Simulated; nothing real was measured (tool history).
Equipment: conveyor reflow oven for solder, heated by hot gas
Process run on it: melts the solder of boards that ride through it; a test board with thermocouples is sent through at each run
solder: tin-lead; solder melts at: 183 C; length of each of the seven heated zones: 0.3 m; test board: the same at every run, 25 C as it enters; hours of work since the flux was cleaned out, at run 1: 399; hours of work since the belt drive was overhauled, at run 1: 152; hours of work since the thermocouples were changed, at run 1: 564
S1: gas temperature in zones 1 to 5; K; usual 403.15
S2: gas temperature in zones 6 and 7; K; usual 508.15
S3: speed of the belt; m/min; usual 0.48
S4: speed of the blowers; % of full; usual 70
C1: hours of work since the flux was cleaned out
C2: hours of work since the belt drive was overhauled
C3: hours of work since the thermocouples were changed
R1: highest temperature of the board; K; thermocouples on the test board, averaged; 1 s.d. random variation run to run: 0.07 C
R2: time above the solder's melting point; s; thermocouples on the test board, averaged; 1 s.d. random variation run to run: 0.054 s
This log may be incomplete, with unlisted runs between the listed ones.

run     day      S1      S2     S3  S4   C1   C2   C3      R1     R2
  1       0  403.15  508.15   0.48  70  399  152  564  492.73  55.71
  2   0.525  403.15  508.15   0.48  70  407  159  572  492.69  55.68
      0.792  -- flux residue cleaned out of gas plates and filters
  3   1.433  403.15  508.15   0.48  70    9  170  582  495.35  58.01
  4   1.783  403.15  508.15   0.48  70   15  175  588  495.34  57.98
  5   2.212  403.15  515.15   0.48  70   21  181  594  501.81  61.84
  6   2.738  403.15  508.15   0.48  61   29  189  602  493.15  56.04
  7   3.338  393.15  508.15   0.48  70   37  198  610  493.81  54.15
  8   4.021  393.15  508.15   0.48  70   47  208  620  493.78  54.21
  9   4.342  393.15  508.15   0.48  70   52  213  625  493.82  54.24
 10   4.808  409.15  508.15   0.48  70   59  219  632  496.08  60.33
 11   5.429  403.15  508.15   0.48  70   68  229  641  495.17  57.99
 12   5.742  403.15  498.15   0.48  70   73  233  646   486.2  51.46
 13   6.092  403.15  498.15   0.48  70   78  238  651   486.1  51.37
 14   6.417  410.15  508.15   0.48  70   83  243  656   496.1  60.67
      6.817  -- thermocouples of zones 6 and 7 changed
 15   7.175  404.15  508.15   0.48  70   93  253    5  493.56  57.15
 16   7.479  396.15  508.15  0.408  70   97  258   10  497.28   68.6
 17   8.046  391.15  521.15  0.401  70  105  266   18  509.54  75.92
 18   8.421  391.15  521.15  0.401  70  111  271   24  509.47  75.92
 19   8.717  391.15  521.15  0.401  70  115  276   28  509.48  75.92
 20   9.258  391.15  521.15  0.401  70  123  284   36  509.44  75.97
 21   9.921  391.15  521.15  0.401  70  133  293   46  509.36  75.92
 22  10.354  391.15  521.15  0.401  70  139  300   52  509.45  75.79
 23   10.95  403.15  497.15   0.48  56  148  309   61   480.2  44.64
 24  11.471  403.15  497.15   0.48  56  156  316   68  479.92  44.52
 25  12.071  410.15  508.15  0.396  70  165  325   77  499.29  77.02
 26  12.421  410.15  508.15  0.396  70  170  330   82  499.33  76.99
 27  12.896  410.15  508.15  0.396  70  177  337   89  499.25  76.93
 28  13.446  407.15  523.15  0.506  50  185  345   98  499.34  57.83
 29    13.9  403.15  502.15   0.48  70  192  352  104  487.76  52.62
 30  14.371  403.15  502.15  0.502  70  199  359  111  486.23  48.92

Difference, measured minus no-hidden-state, one row per run. Run-to-run variation is common to both terms; the gauge's own scatter need not be:
What the log doesn't record here: heat that the gas passes to the board, % of a clean oven's; belt's true speed, % of the reading; true gas temperature in zones 6 and 7 over the reading, C; drift of the gauge itself on peak_c, C; drift of the gauge itself on liquid_s, %.
run     R1     R2
  1  -1.41  -1.34
  2  -1.44  -1.37
  3  +1.25  +0.97
  4  +1.24  +0.96
  5  +1.22  +0.88
  6  +1.19  +1.01
  7  +1.15  +0.93
  8  +1.11   +0.9
  9  +1.09  +0.88
 10  +1.09  +0.86
 11  +1.05  +0.84
 12  +1.04  +0.93
 13  +1.02  +0.92
 14  +1.02  +0.81
 15  -0.61  -0.25
 16  -0.57   -0.2
 17  -0.63  -0.06
 18  -0.65  -0.06
 19  -0.66  -0.07
 20  -0.68  -0.08
 21  -0.71  -0.09
 22  -0.73  -0.09
 23  -0.67  -0.67
 24   -0.7   -0.7
 25  -0.63  -0.12
 26  -0.63  -0.12
 27  -0.66  -0.13
 28  -0.86  -0.24
 29  -0.95  -0.71
 30  -1.03   -0.8

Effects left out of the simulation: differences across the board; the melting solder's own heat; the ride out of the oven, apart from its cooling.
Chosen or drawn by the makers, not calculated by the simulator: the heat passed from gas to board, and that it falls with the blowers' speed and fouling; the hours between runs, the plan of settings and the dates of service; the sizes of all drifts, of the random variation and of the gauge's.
